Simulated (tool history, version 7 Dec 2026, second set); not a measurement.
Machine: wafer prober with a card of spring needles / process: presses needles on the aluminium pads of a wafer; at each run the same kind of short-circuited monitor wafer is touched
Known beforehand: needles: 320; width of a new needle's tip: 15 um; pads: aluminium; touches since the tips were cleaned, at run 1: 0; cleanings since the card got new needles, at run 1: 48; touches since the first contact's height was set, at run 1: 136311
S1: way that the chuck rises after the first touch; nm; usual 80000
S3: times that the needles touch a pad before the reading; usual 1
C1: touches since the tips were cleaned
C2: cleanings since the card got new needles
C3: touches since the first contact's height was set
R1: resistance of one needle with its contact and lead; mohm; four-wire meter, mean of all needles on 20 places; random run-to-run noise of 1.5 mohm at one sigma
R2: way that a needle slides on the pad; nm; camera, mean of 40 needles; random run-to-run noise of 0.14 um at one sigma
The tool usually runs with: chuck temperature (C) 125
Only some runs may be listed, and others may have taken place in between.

Run 1, hour 0.0: usual settings; C1 0; C2 48; C3 136311. Result: R1 141 mohm, R2 12540 nm.
At hour 5.3: tips cleaned on abrasive film.
At hour 10.8: tips cleaned on abrasive film.
Run 2, hour 12.4: usual settings; C1 748; C2 50; C3 142208. Result: R1 138 mohm, R2 12530 nm.
At hour 16.6: tips cleaned on abrasive film.
At hour 21.8: tips cleaned on abrasive film.
Run 3, hour 22.5: usual settings; C1 329; C2 52; C3 147023. Result: R1 138 mohm, R2 12590 nm.
At hour 28.1: tips cleaned on abrasive film.
Run 4, hour 32.6: usual settings but S3 2; C1 2182; C2 53; C3 151875. Result: R1 138 mohm, R2 12530 nm.
At hour 33.6: tips cleaned on abrasive film.
At hour 39.5: tips cleaned on abrasive film.
Run 5, hour 41.3: usual settings but S3 2; C1 890; C2 55; C3 156006. Result: R1 139 mohm, R2 12480 nm.
At hour 45.4: tips cleaned on abrasive film.
At hour 50.9: tips cleaned on abrasive film.
Run 6, hour 51.7: usual settings but S1 63000 nm, S3 2; C1 390; C2 57; C3 160974. Result: R1 143 mohm, R2 9880 nm.
At hour 56.9: tips cleaned on abrasive film.
Run 7, hour 59.3: usual settings; C1 1135; C2 58; C3 164576. Result: R1 140 mohm, R2 12470 nm.
At hour 62.3: tips cleaned on abrasive film.
At hour 68.2: tips cleaned on abrasive film.
Run 8, hour 70.7: usual settings; C1 1220; C2 60; C3 170024. Result: R1 138 mohm, R2 12500 nm.
At hour 74.0: tips cleaned on abrasive film.
At hour 79.6: tips cleaned on abrasive film.
Run 9, hour 82.3: usual settings; C1 1321; C2 62; C3 175556. Result: R1 138 mohm, R2 12490 nm.
At hour 85.1: tips cleaned on abrasive film.
At hour 90.5: tips cleaned on abrasive film.
Run 10, hour 94.7: usual settings; C1 2032; C2 64; C3 181484. Result: R1 139 mohm, R2 12650 nm.
At hour 96.5: tips cleaned on abrasive film.
At hour 101.7: tips cleaned on abrasive film.
Run 11, hour 106.1: usual settings; C1 2140; C2 66; C3 186924. Result: R1 138 mohm, R2 12400 nm.
At hour 107.7: tips cleaned on abrasive film.
Run 12, hour 111.4: usual settings; C1 1791; C2 67; C3 189429. Result: R1 141 mohm, R2 12430 nm.
At hour 113.6: tips cleaned on abrasive film.
Run 13, hour 116.8: usual settings; C1 1562; C2 68; C3 192001. Result: R1 141 mohm, R2 12540 nm.
At hour 118.9: tips cleaned on abrasive film.
At hour 124.3: tips cleaned on abrasive film.
Run 14, hour 126.8: usual settings; C1 1208; C2 70; C3 196740. Result: R1 137 mohm, R2 12630 nm.
At hour 129.9: tips cleaned on abrasive film.
Run 15, hour 132.7: usual settings; C1 1361; C2 71; C3 199557. Result: R1 140 mohm, R2 12700 nm.
At hour 135.6: tips cleaned on abrasive film.
At hour 141.1: tips cleaned on abrasive film.
Run 16, hour 144.7: usual settings but S1 93000 nm; C1 1748; C2 73; C3 205308. Result: R1 139 mohm, R2 14470 nm.
At hour 146.9: tips cleaned on abrasive film.
At hour 153.0: tips cleaned on abrasive film.
Run 17, hour 153.0: usual settings but S1 86000 nm, chuck temperature (C) 45; C1 9; C2 75; C3 209226. Result: R1 128 mohm, R2 13280 nm.
At hour 154.7: height of the first contact set anew.
At hour 158.9: tips cleaned on abrasive film.
Run 18, hour 159.8: usual settings but S1 88000 nm, chuck temperature (C) 84, S3 3; C1 435; C2 76; C3 2399. Result: R1 133 mohm, R2 13580 nm.
At hour 164.2: tips cleaned on abrasive film.
Run 19, hour 167.9: usual settings but S1 71000 nm, chuck temperature (C) 39, S3 3; C1 1766; C2 77; C3 6281. Result: R1 129 mohm, R2 10780 nm.
At hour 170.3: tips cleaned on abrasive film.
At hour 175.5: tips cleaned on abrasive film.
Run 20, hour 177.7: usual settings but S1 82000 nm; C1 1057; C2 79; C3 10962. Result: R1 139 mohm, R2 12920 nm.
At hour 181.0: tips cleaned on abrasive film.
At hour 186.4: tips cleaned on abrasive film.
Run 21, hour 186.6: usual settings but S1 82000 nm; C1 94; C2 81; C3 15193. Result: R1 141 mohm, R2 12790 nm.
At hour 191.9: tips cleaned on abrasive film.
At hour 197.6: tips cleaned on abrasive film.
Run 22, hour 197.7: usual settings but S1 74000 nm, chuck temperature (C) 53; C1 40; C2 83; C3 20448. Result: R1 132 mohm, R2 11710 nm.
At hour 202.8: tips cleaned on abrasive film.
Run 23, hour 207.5: usual settings but S1 81000 nm, chuck temperature (C) 111, S3 2; C1 2277; C2 84; C3 25180. Result: R1 138 mohm, R2 12740 nm.
At hour 208.7: tips cleaned on abrasive film.
At hour 214.9: tips cleaned on abrasive film.
Run 24, hour 217.2: usual settings but S1 81000 nm, chuck temperature (C) 111, S3 2; C1 1157; C2 86; C3 29802. Result: R1 137 mohm, R2 12830 nm.
At hour 220.2: tips cleaned on abrasive film.
At hour 225.6: tips cleaned on abrasive film.
Run 25, hour 228.5: usual settings but S1 81000 nm, chuck temperature (C) 87, S3 3; C1 1435; C2 88; C3 35181. Result: R1 134 mohm, R2 13060 nm.
At hour 230.8: tips cleaned on abrasive film.
At hour 236.9: tips cleaned on abrasive film.
Run 26, hour 241.5: usual settings but S1 64000 nm, chuck temperature (C) 48; C1 2220; C2 90; C3 41366. Result: R1 130 mohm, R2 10100 nm.
At hour 242.4: tips cleaned on abrasive film.
At hour 248.3: tips cleaned on abrasive film.
At hour 253.7: tips cleaned on abrasive film.
Run 27, hour 253.7: usual settings but S1 83000 nm, chuck temperature (C) 115, S3 2; C1 0; C2 93; C3 47149. Result: R1 136 mohm, R2 12860 nm.
At hour 259.3: tips cleaned on abrasive film.
Run 28, hour 261.0: usual settings but S1 83000 nm, chuck temperature (C) 28, S3 2; C1 838; C2 94; C3 50643. Result: R1 126 mohm, R2 12970 nm.
At hour 264.7: tips cleaned on abrasive film.
Run 29, hour 266.6: usual settings but S1 83000 nm, chuck temperature (C) 28, S3 2; C1 936; C2 95; C3 53319. Result: R1 126 mohm, R2 12840 nm.
At hour 270.4: tips cleaned on abrasive film.
At hour 275.6: tips cleaned on abrasive film.
Run 30, hour 275.7: usual settings but S1 62000 nm, chuck temperature (C) 80, S3 2; C1 36; C2 97; C3 57617. Result: R1 134 mohm, R2 9730 nm.
At hour 281.5: tips cleaned on abrasive film.
At hour 287.4: tips cleaned on abrasive film.
Run 31, hour 288.5: usual settings but S1 64000 nm, S3 2; C1 514; C2 99; C3 63727. Result: R1 145 mohm, R2 10120 nm.
At hour 292.9: tips cleaned on abrasive film.
Run 32, hour 297.7: usual settings but S1 61000 nm, S3 2; C1 2312; C2 100; C3 68141. Result: R1 144 mohm, R2 9580 nm.

Forecast each of these 3 alternatives for the next run:
At hour 298.3: tips cleaned on abrasive film.
At hour 304.6: tips cleaned on abrasive film.
Run A, hour 304.9: usual settings but chuck temperature (C) 58; C1 148; C2 102; C3 71529. Result: R1 ?, R2 ?.
At hour 298.3: tips cleaned on abrasive film.
At hour 304.6: tips cleaned on abrasive film.
Run B, hour 304.9: usual settings but S1 67000 nm, chuck temperature (C) 42, S3 2; C1 148; C2 102; C3 71529. Result: R1 ?, R2 ?.
At hour 298.3: tips cleaned on abrasive film.
At hour 304.6: tips cleaned on abrasive film.
Run C, hour 304.9: usual settings but chuck temperature (C) 91; C1 148; C2 102; C3 71529. Result: R1 ?, R2 ?.

run   R1     R2
  A  128  12390
  B  129  10320
  C  136  12320
Take away the tool's hidden state, keep each run's random variation, and the runs would have read:
run   R1     R2
  A  127  12400
  B  129  10330
  C  136  12330
